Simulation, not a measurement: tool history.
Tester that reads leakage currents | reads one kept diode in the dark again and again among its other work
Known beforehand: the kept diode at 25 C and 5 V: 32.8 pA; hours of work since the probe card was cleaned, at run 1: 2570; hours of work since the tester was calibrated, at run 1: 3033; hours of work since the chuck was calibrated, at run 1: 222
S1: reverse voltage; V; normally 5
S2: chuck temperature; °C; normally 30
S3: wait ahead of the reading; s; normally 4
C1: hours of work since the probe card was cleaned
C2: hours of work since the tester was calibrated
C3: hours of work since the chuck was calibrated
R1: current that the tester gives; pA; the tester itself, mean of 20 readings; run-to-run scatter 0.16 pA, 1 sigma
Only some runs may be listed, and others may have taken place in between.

run,hour,S1,S2,S3,C1,C2,C3,R1
1,0,5,30,4,2570,3033,222,49.52
2,124.3,5,30,4,2658,3120,310,49.19
3,320.1,5,30,4,2795,3258,448,49.44
4,447.4,5,30,4,2885,3348,537,49.49
5,586,5,30,4,2982,3445,635,49.31
# hour 700.6: tester calibrated
6,740,5,30,4,3089,28,742,49.39
7,959.5,5,30,4,3244,182,896,49.4
8,1074.1,10.83,30,4,3325,263,977,73.8
9,1301.6,10.83,30,4,3485,423,1137,73.43
10,1431.2,5,28,4,3576,514,1228,42.21
11,1608.6,1.72,28,1.54,3701,639,1353,24.44
12,1720.9,16.48,43,2.99,3780,718,1432,239.1
13,1848.8,16.48,43,2.99,3870,808,1522,239.28
# hour 1917.3: probe card cleaned and baked
14,1966.3,3.8,48,2.97,34,888,1603,158.06
15,2183.8,3.8,48,2.97,187,1041,1756,158.8

What if the next run were any one of these 4? Each begins from the tool's condition after run 15:
A,2310.6,5,30,3,277,1131,1845,?
B,2310.6,2.12,30,1.98,277,1131,1845,?
C,2310.6,1.91,48,1.81,277,1131,1845,?
D,2310.6,3.8,48,1.1,277,1131,1845,?

run,R1
A,49.4
B,31.56
C,111.21
D,160.21
Had the tool no hidden state, the same runs would have come out as:
run,R1
A,49.54
B,31.65
C,111.49
D,160.61
